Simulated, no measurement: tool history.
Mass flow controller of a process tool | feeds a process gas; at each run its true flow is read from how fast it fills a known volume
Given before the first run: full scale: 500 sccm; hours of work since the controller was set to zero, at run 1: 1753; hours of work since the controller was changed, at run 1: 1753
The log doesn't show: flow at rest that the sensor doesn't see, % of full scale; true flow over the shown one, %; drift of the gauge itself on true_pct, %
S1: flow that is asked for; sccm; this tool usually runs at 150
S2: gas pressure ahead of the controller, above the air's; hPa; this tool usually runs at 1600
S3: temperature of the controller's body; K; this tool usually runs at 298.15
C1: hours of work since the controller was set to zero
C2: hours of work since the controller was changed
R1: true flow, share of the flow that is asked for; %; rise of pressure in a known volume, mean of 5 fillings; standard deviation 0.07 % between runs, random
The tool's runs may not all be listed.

run 1 day=0 | S1=150 S2=1600 S3=298.15 | C1=1753 C2=1753 | R1=101.47
run 2 day=8.496 | S1=150 S2=1600 S3=298.15 | C1=1858 C2=1858 | R1=101.63
run 3 day=20.783 | S1=150 S2=1600 S3=298.15 | C1=2009 C2=2009 | R1=101.65
run 4 day=26.862 | S1=150 S2=1600 S3=298.15 | C1=2084 C2=2084 | R1=101.93
run 5 day=38.871 | S1=150 S2=1600 S3=297.15 | C1=2233 C2=2233 | R1=102.16
run 6 day=46.2 | S1=150 S2=1600 S3=305.15 | C1=2323 C2=2323 | R1=101.54
run 7 day=58.296 | S1=150 S2=1600 S3=305.15 | C1=2472 C2=2472 | R1=101.77
run 8 day=67.829 | S1=150 S2=1600 S3=302.15 | C1=2590 C2=2590 | R1=102.07
run 9 day=73.279 | S1=150 S2=1600 S3=298.15 | C1=2657 C2=2657 | R1=102.65
run 10 day=78.517 | S1=150 S2=1600 S3=298.15 | C1=2722 C2=2722 | R1=102.68
run 11 day=85.421 | S1=150 S2=1600 S3=298.15 | C1=2807 C2=2807 | R1=102.79
run 12 day=94.125 | S1=271 S2=1600 S3=298.15 | C1=2914 C2=2914 | R1=102.17
run 13 day=105.138 | S1=271 S2=1600 S3=298.15 | C1=3050 C2=3050 | R1=102.24
run 14 day=112.404 | S1=123 S2=1600 S3=298.15 | C1=3140 C2=3140 | R1=103.79
run 15 day=121.321 | S1=123 S2=1600 S3=298.15 | C1=3250 C2=3250 | R1=103.94
run 16 day=133.317 | S1=123 S2=1600 S3=298.15 | C1=3398 C2=3398 | R1=104.18
run 17 day=138.646 | S1=123 S2=1600 S3=298.15 | C1=3464 C2=3464 | R1=104.37
run 18 day=145.092 | S1=123 S2=1600 S3=298.15 | C1=3543 C2=3543 | R1=104.46
run 19 day=154.667 | S1=123 S2=1600 S3=298.15 | C1=3661 C2=3661 | R1=104.56
run 20 day=162.671 | S1=123 S2=1600 S3=298.15 | C1=3760 C2=3760 | R1=104.87
run 21 day=169.171 | S1=123 S2=1980 S3=308.15 | C1=3840 C2=3840 | R1=104.13
run 22 day=176.942 | S1=123 S2=1980 S3=308.15 | C1=3936 C2=3936 | R1=104.3
run 23 day=182.333 | S1=51 S2=1410 S3=299.15 | C1=4003 C2=4003 | R1=110.53
run 24 day=193.833 | S1=51 S2=1410 S3=299.15 | C1=4145 C2=4145 | R1=111.02
run 25 day=203.225 | S1=98 S2=1840 S3=307.15 | C1=4261 C2=4261 | R1=105.87
run 26 day=215.233 | S1=98 S2=1840 S3=307.15 | C1=4409 C2=4409 | R1=106.08
run 27 day=225.729 | S1=98 S2=1840 S3=307.15 | C1=4538 C2=4538 | R1=106.45
run 28 day=236.767 | S1=297 S2=1840 S3=298.15 | C1=4675 C2=4675 | R1=103.84
run 29 day=245.921 | S1=189 S2=1460 S3=307.15 | C1=4787 C2=4787 | R1=103.76
run 30 day=253.904 | S1=150 S2=2060 S3=294.15 | C1=4886 C2=4886 | R1=106.25
run 31 day=263.042 | S1=150 S2=2060 S3=294.15 | C1=4999 C2=4999 | R1=106.18
run 32 day=273.788 | S1=459 S2=1620 S3=298.15 | C1=5131 C2=5131 | R1=103.64
run 33 day=285.121 | S1=459 S2=1620 S3=298.15 | C1=5271 C2=5271 | R1=103.76
run 34 day=292.846 | S1=459 S2=1620 S3=298.15 | C1=5367 C2=5367 | R1=103.74
run 35 day=302.65 | S1=459 S2=1620 S3=297.15 | C1=5487 C2=5487 | R1=103.93
run 36 day=311.771 | S1=168 S2=2390 S3=294.15 | C1=5600 C2=5600 | R1=106.86
run 37 day=320.5 | S1=168 S2=1780 S3=294.15 | C1=5708 C2=5708 | R1=106.69

A few steps of R1 between consecutive runs. Split each: what settings, incoming material and random variation would produce without the hidden state, and what is left over for the hidden state, along with gauge scatter present in only one of the two compared results (measured, and without hidden state):
Run 22 -> 23: S1 123 -> 51, S2 1980 -> 1410, S3 308.15 -> 299.15. R1 +6.23 %: hidden state +5.84, all else +0.39.
Run 24 -> 25: S1 51 -> 98, S2 1410 -> 1840, S3 299.15 -> 307.15. R1 -5.15 %: hidden state -4.68, all else -0.47.
Run 27 -> 28: S1 98 -> 297, S3 307.15 -> 298.15. R1 -2.61 %: hidden state -3.74, all else +1.13.
Run 35 -> 36: S1 459 -> 168, S2 1620 -> 2390, S3 297.15 -> 294.15. R1 +2.93 %: hidden state +2.73, all else +0.2.

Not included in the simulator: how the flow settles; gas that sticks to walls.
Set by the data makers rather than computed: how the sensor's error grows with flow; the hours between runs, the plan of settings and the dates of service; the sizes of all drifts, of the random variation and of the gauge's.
